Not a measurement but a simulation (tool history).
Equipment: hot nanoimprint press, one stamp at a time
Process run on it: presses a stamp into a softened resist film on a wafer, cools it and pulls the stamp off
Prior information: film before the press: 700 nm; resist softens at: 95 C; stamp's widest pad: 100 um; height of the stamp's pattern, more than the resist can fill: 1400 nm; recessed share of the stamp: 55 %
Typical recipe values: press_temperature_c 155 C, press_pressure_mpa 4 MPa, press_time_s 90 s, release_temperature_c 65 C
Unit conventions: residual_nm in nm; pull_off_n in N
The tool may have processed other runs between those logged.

| run | hour | press_temperature_c | press_pressure_mpa | press_time_s | release_temperature_c | residual_nm | pull_off_n |
|---|---|---|---|---|---|---|---|
| 1 | 0 | 155 | 4 | 90 | 65 | 403 | 129 |
| 2 | 23.1 | 155 | 4 | 90 | 65 | 402 | 135 |
| 3 | 51 | 155 | 4 | 90 | 65 | 402.5 | 134 |
|  | 81.9 | stamp cleaned and given a new release coat |
| 4 | 83.3 | 155 | 4 | 90 | 65 | 403.4 | 132 |
| 5 | 110.7 | 155 | 4 | 90 | 65 | 402.8 | 131 |
| 6 | 142.3 | 155 | 4 | 90 | 65 | 402.7 | 129 |
| 7 | 156.7 | 155 | 4 | 90 | 65 | 401.1 | 134 |
| 8 | 176.2 | 155 | 4 | 90 | 65 | 403.2 | 129 |
| 9 | 197.4 | 155 | 4 | 90 | 65 | 403.8 | 127 |
| 10 | 214.3 | 155 | 2.73 | 90 | 65 | 482 | 128 |
| 11 | 236.5 | 155 | 2.73 | 90 | 65 | 480.8 | 128 |
| 12 | 260.8 | 155 | 2.73 | 90 | 65 | 483.1 | 128 |
| 13 | 292.7 | 155 | 4 | 95 | 52 | 396.5 | 159 |
| 14 | 316.4 | 155 | 4 | 95 | 52 | 396 | 155 |
|  | 321.4 | plate thermocouple calibrated |
| 15 | 343.3 | 155 | 4 | 72 | 65 | 431.2 | 132 |
| 16 | 375.1 | 155 | 4 | 72 | 65 | 432.8 | 131 |
| 17 | 397.3 | 155 | 4 | 72 | 65 | 430 | 128 |
| 18 | 420.8 | 164 | 3.13 | 68 | 72 | 342.4 | 116 |
| 19 | 434.7 | 164 | 3.13 | 68 | 72 | 343 | 117 |
| 20 | 453.7 | 164 | 4.62 | 68 | 69 | 272.4 | 123 |
| 21 | 484.7 | 164 | 4.62 | 68 | 69 | 273.3 | 122 |

4 options for the next run, each taken on its own from the tool as it stands now. Forecast them:
| A | 506.2 | 164 | 6.15 | 68 | 69 | ? | ? |
| B | 506.2 | 155 | 3.95 | 94 | 66 | ? | ? |
| C | 506.2 | 164 | 2.52 | 171 | 63 | ? | ? |
| D | 506.2 | 155 | 2.84 | 90 | 65 | ? | ? |

| run | residual_nm | pull_off_n |
|---|---|---|
| A | 228.8 | 120 |
| B | 404.3 | 128 |
| C | 289 | 134 |
| D | 477.9 | 132 |
The same runs, with their run-to-run variation unchanged, on a tool lacking any hidden condition would have given:
| run | residual_nm | pull_off_n |
|---|---|---|
| A | 226.4 | 119 |
| B | 400.2 | 127 |
| C | 286.1 | 132 |
| D | 473.1 | 130 |
